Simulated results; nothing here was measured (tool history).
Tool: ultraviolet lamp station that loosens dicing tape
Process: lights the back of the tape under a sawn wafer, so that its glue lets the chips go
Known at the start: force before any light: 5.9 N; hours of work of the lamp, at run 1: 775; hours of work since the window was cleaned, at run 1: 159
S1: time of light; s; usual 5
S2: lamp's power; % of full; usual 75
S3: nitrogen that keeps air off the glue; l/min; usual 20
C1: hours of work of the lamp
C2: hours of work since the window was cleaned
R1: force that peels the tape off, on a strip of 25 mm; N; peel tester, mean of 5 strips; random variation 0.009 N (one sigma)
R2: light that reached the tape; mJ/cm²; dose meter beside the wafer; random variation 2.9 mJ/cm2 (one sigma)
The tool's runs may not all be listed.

Run 1, hour 0: usual settings; C1 775; C2 159. Result: R1 0.559 N, R2 325 mJ/cm².
Run 2, hour 63.7: usual settings; C1 807; C2 190. Result: R1 0.553 N, R2 318 mJ/cm².
Run 3, hour 116.2: usual settings; C1 832; C2 216. Result: R1 0.56 N, R2 314 mJ/cm².
Run 4, hour 165.6: usual settings; C1 857; C2 241. Result: R1 0.591 N, R2 310 mJ/cm².
Run 5, hour 221.8: usual settings but S2 66 % of full; C1 884; C2 268. Result: R1 0.732 N, R2 267 mJ/cm².
Run 6, hour 270.9: usual settings but S2 66 % of full; C1 909; C2 292. Result: R1 0.763 N, R2 269 mJ/cm².
Run 7, hour 323: usual settings but S1 2 s, S2 66 % of full; C1 934; C2 318. Result: R1 2.406 N, R2 106 mJ/cm².
Run 8, hour 382.5: usual settings; C1 963; C2 347. Result: R1 0.636 N, R2 290 mJ/cm².
Run 9, hour 437.6: usual settings; C1 991; C2 374. Result: R1 0.673 N, R2 287 mJ/cm².
Run 10, hour 492.6: usual settings; C1 1018; C2 402. Result: R1 0.685 N, R2 282 mJ/cm².
Run 11, hour 557.7: usual settings but S1 7 s; C1 1050; C2 434. Result: R1 0.417 N, R2 387 mJ/cm².
Run 12, hour 620.7: usual settings but S1 7 s; C1 1081; C2 465. Result: R1 0.437 N, R2 380 mJ/cm².
At hour 674: window cleaned of glue's vapour.
Run 13, hour 687.2: usual settings but S3 13 l/min; C1 1113; C2 6. Result: R1 0.688 N, R2 317 mJ/cm².
Run 14, hour 758.6: usual settings but S3 13 l/min; C1 1148; C2 42. Result: R1 0.702 N, R2 312 mJ/cm².
Run 15, hour 790.4: usual settings but S3 13 l/min; C1 1164; C2 57. Result: R1 0.714 N, R2 306 mJ/cm².
Run 16, hour 829.7: usual settings but S1 8 s; C1 1183; C2 77. Result: R1 0.32 N, R2 484 mJ/cm².
Run 17, hour 875.9: usual settings but S1 8 s; C1 1206; C2 99. Result: R1 0.318 N, R2 474 mJ/cm².
Run 18, hour 928.8: usual settings; C1 1232; C2 125. Result: R1 0.656 N, R2 293 mJ/cm².
Run 19, hour 1002.9: usual settings; C1 1268; C2 162. Result: R1 0.704 N, R2 287 mJ/cm².
Run 20, hour 1066.9: usual settings; C1 1300; C2 193. Result: R1 0.709 N, R2 281 mJ/cm².
Run 21, hour 1133.5: usual settings but S2 68 % of full; C1 1333; C2 226. Result: R1 0.851 N, R2 248 mJ/cm².
Run 22, hour 1165.1: usual settings but S2 68 % of full; C1 1348; C2 242. Result: R1 0.854 N, R2 247 mJ/cm².
Run 23, hour 1211.9: usual settings but S1 6 s, S2 61 % of full; C1 1371; C2 265. Result: R1 0.8 N, R2 263 mJ/cm².
Run 24, hour 1275.2: usual settings but S1 3 s, S2 92 % of full, S3 6 l/min; C1 1402; C2 296. Result: R1 1.892 N, R2 191 mJ/cm².
Run 25, hour 1323.5: usual settings but S2 77 % of full, S3 11 l/min; C1 1426; C2 320. Result: R1 0.989 N, R2 269 mJ/cm².
Run 26, hour 1354.6: usual settings but S2 77 % of full, S3 11 l/min; C1 1441; C2 335. Result: R1 0.974 N, R2 266 mJ/cm².
Run 27, hour 1404.5: usual settings but S2 77 % of full, S3 11 l/min; C1 1466; C2 359. Result: R1 1.005 N, R2 258 mJ/cm².
Run 28, hour 1442.2: usual settings but S2 77 % of full, S3 17 l/min; C1 1485; C2 378. Result: R1 0.885 N, R2 255 mJ/cm².
Run 29, hour 1517.9: usual settings but S2 77 % of full, S3 17 l/min; C1 1522; C2 415. Result: R1 0.871 N, R2 249 mJ/cm².
Run 30, hour 1567.8: usual settings but S1 4 s, S3 8 l/min; C1 1546; C2 440. Result: R1 1.76 N, R2 190 mJ/cm².
Run 31, hour 1607.2: usual settings but S2 67 % of full, S3 13 l/min; C1 1566; C2 459. Result: R1 1.3 N, R2 210 mJ/cm².
Run 32, hour 1656.5: usual settings but S1 2 s, S2 99 % of full, S3 31 l/min; C1 1590; C2 483. Result: R1 1.933 N, R2 122 mJ/cm².
At hour 1673.8: window cleaned of glue's vapour.
Run 33, hour 1716.7: usual settings but S2 100 % of full, S3 7 l/min; C1 1619; C2 21. Result: R1 0.75 N, R2 360 mJ/cm².
Run 34, hour 1780.6: usual settings but S1 4 s, S2 69 % of full; C1 1651; C2 53. Result: R1 1.226 N, R2 194 mJ/cm².
Run 35, hour 1814.5: usual settings but S1 4 s, S2 69 % of full; C1 1668; C2 69. Result: R1 1.257 N, R2 193 mJ/cm².
Run 36, hour 1876.5: usual settings but S2 67 % of full; C1 1698; C2 100. Result: R1 0.924 N, R2 231 mJ/cm².
Run 37, hour 1950.3: usual settings but S1 3 s, S2 70 % of full, S3 6 l/min; C1 1734; C2 136. Result: R1 2.546 N, R2 141 mJ/cm².
Run 38, hour 1983.5: usual settings but S1 4 s, S2 70 % of full, S3 6 l/min; C1 1751; C2 152. Result: R1 1.982 N, R2 188 mJ/cm².
Run 39, hour 2017.4: usual settings but S3 7 l/min; C1 1767; C2 169. Result: R1 1.348 N, R2 246 mJ/cm².
Run 40, hour 2072.3: usual settings but S2 62 % of full, S3 18 l/min; C1 1794; C2 196. Result: R1 1.23 N, R2 196 mJ/cm².
Run 41, hour 2131.6: usual settings but S1 3 s, S2 81 % of full; C1 1824; C2 225. Result: R1 1.695 N, R2 152 mJ/cm².
Run 42, hour 2191.2: usual settings but S1 6 s, S2 86 % of full, S3 10 l/min; C1 1853; C2 255. Result: R1 0.809 N, R2 315 mJ/cm².
At hour 2243.1: lamp changed.
Run 43, hour 2258.2: usual settings but S3 24 l/min; C1 7; C2 287. Result: R1 0.418 N, R2 370 mJ/cm².
Run 44, hour 2296.1: usual settings but S3 24 l/min; C1 26; C2 306. Result: R1 0.432 N, R2 357 mJ/cm².

3 ways to go on from here, each from the tool as it stands after run 44. What would each give?
Run A, hour 2326.7: usual settings but S1 8 s, S3 24 l/min; C1 41; C2 321. Result: R1 ?, R2 ?.
Run B, hour 2326.7: usual settings but S1 2 s, S2 73 % of full, S3 36 l/min; C1 41; C2 321. Result: R1 ?, R2 ?.
Run C, hour 2326.7: usual settings but S3 24 l/min; C1 41; C2 321. Result: R1 ?, R2 ?.

run     R1   R2
  A  0.269  572
  B  1.543  139
  C  0.451  360
Without the tool's hidden state the same runs would have given:
run     R1   R2
  A  0.254  665
  B  1.271  162
  C   0.37  418

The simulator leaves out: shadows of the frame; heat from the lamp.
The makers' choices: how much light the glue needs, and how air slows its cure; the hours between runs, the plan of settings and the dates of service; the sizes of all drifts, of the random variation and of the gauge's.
